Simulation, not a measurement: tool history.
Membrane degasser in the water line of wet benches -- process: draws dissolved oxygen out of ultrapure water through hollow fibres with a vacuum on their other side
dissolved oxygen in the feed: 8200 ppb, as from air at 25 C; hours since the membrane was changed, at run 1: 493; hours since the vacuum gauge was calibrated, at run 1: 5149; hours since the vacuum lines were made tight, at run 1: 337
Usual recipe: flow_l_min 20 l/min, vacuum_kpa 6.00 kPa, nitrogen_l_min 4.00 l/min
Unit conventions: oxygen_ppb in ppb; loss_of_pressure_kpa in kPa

run,hour,flow_l_min,vacuum_kpa,nitrogen_l_min,hours since the membrane was changed,hours since the vacuum gauge was calibrated,hours since the vacuum lines were made tight,oxygen_ppb,loss_of_pressure_kpa
1,0.0,20,6.00,4.00,493,5149,337,58.5,69.39
2,31.3,20,6.00,4.00,525,5180,369,58.3,69.63
3,61.0,20,6.00,4.00,554,5210,398,58.2,69.12
4,96.7,20,6.00,4.00,590,5245,434,59.1,69.80
5,127.4,20,6.00,4.00,621,5276,465,59.0,69.69
6,171.7,20,6.00,4.00,665,5320,509,57.6,69.39
7,204.9,20,6.00,4.00,698,5354,542,59.3,69.40
8,234.1,20,6.00,4.00,727,5383,572,60.6,69.31
9,275.3,20,6.00,4.00,769,5424,613,58.8,69.71
10,315.8,20,6.00,4.00,809,5464,653,59.6,69.52
11,350.6,20,6.00,4.00,844,5499,688,60.1,69.60
12,375.2,20,6.00,4.00,868,5524,713,58.8,69.70
# hour 415.7: vacuum gauge calibrated
13,416.7,20,6.00,4.00,909,1,754,51.7,69.86
14,438.2,29,6.00,4.00,931,22,775,124.3,101.00
15,488.1,30,4.75,2.00,981,72,825,134.9,104.08
16,513.9,30,4.75,2.00,1007,98,851,134.8,104.31
17,557.2,20,10.44,4.00,1050,141,894,104.8,70.18
18,591.1,25,8.34,3.18,1084,175,928,142.0,87.56
19,617.6,18,4.05,10.41,1110,202,955,15.4,62.74
20,656.8,30,6.00,2.05,1150,241,994,173.8,104.98
21,698.6,20,6.00,9.84,1191,283,1036,33.1,69.59
22,720.4,20,6.00,9.84,1213,305,1057,33.6,69.46
23,767.8,28,6.00,3.13,1261,352,1105,124.0,97.98

Consider 4 possible next runs. They are alternatives, not a sequence: every one starts from the tool as it was left by run 23. What does each give?
A,804.0,14,6.00,4.00,1297,388,1141,?,?
B,804.0,29,14.31,1.75,1297,388,1141,?,?
C,804.0,14,6.00,1.66,1297,388,1141,?,?
D,804.0,14,4.59,4.00,1297,388,1141,?,?

run,oxygen_ppb,loss_of_pressure_kpa
A,28.5,48.45
B,472.1,101.03
C,60.2,49.06
D,15.9,48.86
Had the tool no hidden state, the same runs would have come out as:
run,oxygen_ppb,loss_of_pressure_kpa
A,27.8,48.03
B,467.4,100.14
C,59.2,48.63
D,15.4,48.43
